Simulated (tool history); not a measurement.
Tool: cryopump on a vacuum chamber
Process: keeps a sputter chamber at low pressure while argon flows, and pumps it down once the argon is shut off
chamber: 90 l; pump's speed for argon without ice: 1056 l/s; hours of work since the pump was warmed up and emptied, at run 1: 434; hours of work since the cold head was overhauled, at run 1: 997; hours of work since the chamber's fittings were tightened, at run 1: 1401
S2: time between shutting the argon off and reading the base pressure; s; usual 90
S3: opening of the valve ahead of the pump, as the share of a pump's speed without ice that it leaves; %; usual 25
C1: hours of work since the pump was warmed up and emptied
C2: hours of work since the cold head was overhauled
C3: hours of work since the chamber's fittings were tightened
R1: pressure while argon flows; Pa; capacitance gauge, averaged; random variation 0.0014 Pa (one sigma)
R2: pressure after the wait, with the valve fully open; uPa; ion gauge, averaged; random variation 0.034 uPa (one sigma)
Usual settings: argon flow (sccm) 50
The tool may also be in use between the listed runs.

{"run": 1, "hour": 0.0, "argon flow (sccm)": 50, "S2": 90, "S3": 25, "C1": 434, "C2": 997, "C3": 1401, "R1": 0.3539, "R2": 3.98}
{"run": 2, "hour": 17.9, "argon flow (sccm)": 50, "S2": 90, "S3": 25, "C1": 446, "C2": 1009, "C3": 1413, "R1": 0.3518, "R2": 3.99}
{"run": 3, "hour": 38.7, "argon flow (sccm)": 50, "S2": 90, "S3": 35, "C1": 459, "C2": 1022, "C3": 1426, "R1": 0.2628, "R2": 4.16}
{"run": 4, "hour": 73.4, "argon flow (sccm)": 79, "S2": 90, "S3": 25, "C1": 481, "C2": 1044, "C3": 1448, "R1": 0.5637, "R2": 4.16}
{"run": 5, "hour": 101.9, "argon flow (sccm)": 50, "S2": 90, "S3": 48, "C1": 500, "C2": 1063, "C3": 1467, "R1": 0.206, "R2": 4.21}
{"run": 6, "hour": 131.5, "argon flow (sccm)": 50, "S2": 84, "S3": 48, "C1": 519, "C2": 1082, "C3": 1486, "R1": 0.2068, "R2": 4.45}
{"run": 7, "hour": 150.4, "argon flow (sccm)": 50, "S2": 84, "S3": 48, "C1": 531, "C2": 1094, "C3": 1498, "R1": 0.2088, "R2": 4.49}
{"hour": 160.8, "done": "pump warmed up, emptied and cooled again"}
{"run": 8, "hour": 193.4, "argon flow (sccm)": 50, "S2": 84, "S3": 48, "C1": 21, "C2": 1118, "C3": 1522, "R1": 0.1695, "R2": 3.61}
{"run": 9, "hour": 230.9, "argon flow (sccm)": 50, "S2": 84, "S3": 48, "C1": 45, "C2": 1142, "C3": 1546, "R1": 0.1713, "R2": 3.67}
{"run": 10, "hour": 251.7, "argon flow (sccm)": 50, "S2": 84, "S3": 48, "C1": 58, "C2": 1156, "C3": 1560, "R1": 0.1711, "R2": 3.8}
{"run": 11, "hour": 282.7, "argon flow (sccm)": 50, "S2": 84, "S3": 48, "C1": 78, "C2": 1175, "C3": 1580, "R1": 0.1725, "R2": 3.69}
{"run": 12, "hour": 307.4, "argon flow (sccm)": 50, "S2": 84, "S3": 48, "C1": 94, "C2": 1191, "C3": 1596, "R1": 0.1728, "R2": 3.75}
{"run": 13, "hour": 328.7, "argon flow (sccm)": 50, "S2": 90, "S3": 25, "C1": 108, "C2": 1205, "C3": 1609, "R1": 0.3285, "R2": 3.71}
{"run": 14, "hour": 360.0, "argon flow (sccm)": 50, "S2": 90, "S3": 25, "C1": 128, "C2": 1225, "C3": 1629, "R1": 0.327, "R2": 3.84}
{"run": 15, "hour": 380.1, "argon flow (sccm)": 50, "S2": 90, "S3": 25, "C1": 141, "C2": 1238, "C3": 1642, "R1": 0.3299, "R2": 3.83}
{"run": 16, "hour": 403.6, "argon flow (sccm)": 50, "S2": 90, "S3": 25, "C1": 156, "C2": 1253, "C3": 1657, "R1": 0.3301, "R2": 3.8}
{"run": 17, "hour": 420.5, "argon flow (sccm)": 50, "S2": 90, "S3": 25, "C1": 167, "C2": 1264, "C3": 1668, "R1": 0.331, "R2": 4.01}
{"run": 18, "hour": 448.2, "argon flow (sccm)": 50, "S2": 90, "S3": 25, "C1": 185, "C2": 1282, "C3": 1686, "R1": 0.3342, "R2": 3.94}

Forecast run 19:
{"run": 19, "hour": 485.3, "argon flow (sccm)": 50, "S2": 90, "S3": 25, "C1": 208, "C2": 1306, "C3": 1710, "R1": "?", "R2": "?"}

{"run 19": {"R1": 0.3328, "R2": 4.05}}
Without the tool's hidden state the same run would have given R1 0.3191 Pa, R2 1.86 uPa.
